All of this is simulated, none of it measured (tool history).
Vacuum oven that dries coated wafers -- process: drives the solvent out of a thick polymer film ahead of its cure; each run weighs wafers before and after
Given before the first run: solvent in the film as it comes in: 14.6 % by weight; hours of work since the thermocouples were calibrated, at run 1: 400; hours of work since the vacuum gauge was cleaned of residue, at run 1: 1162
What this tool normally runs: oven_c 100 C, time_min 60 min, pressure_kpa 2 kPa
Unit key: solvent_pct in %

run   hour  oven_c  time_min  pressure_kpa  hours of work since the thermocouples were calibrated  hours of work since the vacuum gauge was cleaned of residue  solvent_pct
  1      0     100        60             2                                                    400                                                         1162          1.6
  2   47.2     100        60             2                                                    426                                                         1188         1.57
  3   88.8     100        60             2                                                    448                                                         1210          1.6
  4  127.9     114        60             2                                                    469                                                         1231         0.74
  5  163.7      95        60             2                                                    488                                                         1250         2.27
  6  204.1     100        91          2.32                                                    509                                                         1271         1.41
     213.6  -- oven's thermocouples calibrated
  7  271.8     101        38          1.22                                                     31                                                         1307         1.93
  8  349.8     101        38          1.22                                                     73                                                         1348         1.92
  9  401.4     101        38          1.22                                                    100                                                         1376         1.93
 10  461.3      96        60          1.75                                                    132                                                         1408         1.93

Below are 3 alternative next runs, each starting from the tool's condition after run 10. Predict each:
  A  507.1      96        74           2.6                                                    157                                                         1432            ?
  B  507.1      91        60          1.75                                                    157                                                         1432            ?
  C  507.1      99        49          1.75                                                    157                                                         1432            ?

run  solvent_pct
  A         2.08
  B          2.8
  C         1.87
With no hidden state in the tool, these same runs would have given:
run  solvent_pct
  A         2.07
  B         2.86
  C         1.91
